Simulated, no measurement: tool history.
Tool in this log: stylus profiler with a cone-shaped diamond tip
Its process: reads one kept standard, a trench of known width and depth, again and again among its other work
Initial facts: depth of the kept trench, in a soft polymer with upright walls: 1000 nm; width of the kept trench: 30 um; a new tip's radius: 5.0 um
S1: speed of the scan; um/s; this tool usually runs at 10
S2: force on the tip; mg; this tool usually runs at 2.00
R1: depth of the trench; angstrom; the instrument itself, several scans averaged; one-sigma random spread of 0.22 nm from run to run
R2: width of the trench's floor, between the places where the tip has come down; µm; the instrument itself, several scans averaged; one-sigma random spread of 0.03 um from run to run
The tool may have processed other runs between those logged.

run	hour	S1	S2	R1	R2
1	0.0	10	2.00	10062.1	23.97
2	37.5	2	2.00	10059.4	23.98
3	72.4	2	2.00	10059.4	23.95
4	94.6	2	2.00	10061.5	23.94
5	144.5	13	2.00	10060.7	23.91
6	168.3	10	2.00	10060.1	23.98
7	192.4	10	2.00	10062.2	23.94
8	240.2	10	2.93	10080.6	23.97
# hour 284.8: new tip fitted, height scale calibrated
9	290.9	10	2.93	10077.6	24.04
10	318.7	10	5.47	10120.4	23.99
11	359.4	10	5.47	10119.9	24.00
12	381.2	13	1.13	10041.5	23.98
13	416.6	16	5.34	10116.7	23.96
14	442.6	16	3.29	10082.6	23.99
15	465.6	32	3.08	10078.6	23.92
16	503.8	32	3.08	10078.5	23.89
17	545.6	2	2.81	10076.4	23.96
18	567.4	7	4.08	10100.8	23.98
19	590.3	23	2.44	10065.2	23.92

Some steps in R2, run to run, broken into two amounts with sign: the step expected even without the hidden condition (settings, incoming material, random variation), and the rest, left for the hidden condition together with whatever gauge scatter is not in both the measured and the hidden-condition-free result:
Hidden state at play: radius of the tip, um; height scale over the true one, %; drift of the gauge itself on depth_nm, %; drift of the gauge itself on floor_um, %.
Run 5 -> 6: S1 13 -> 10. R2 +0.07 µm: hidden state +0.01, all else +0.06.
Run 8 -> 9: new tip fitted, height scale calibrated. R2 +0.07 µm: hidden state +0.03, all else +0.04.

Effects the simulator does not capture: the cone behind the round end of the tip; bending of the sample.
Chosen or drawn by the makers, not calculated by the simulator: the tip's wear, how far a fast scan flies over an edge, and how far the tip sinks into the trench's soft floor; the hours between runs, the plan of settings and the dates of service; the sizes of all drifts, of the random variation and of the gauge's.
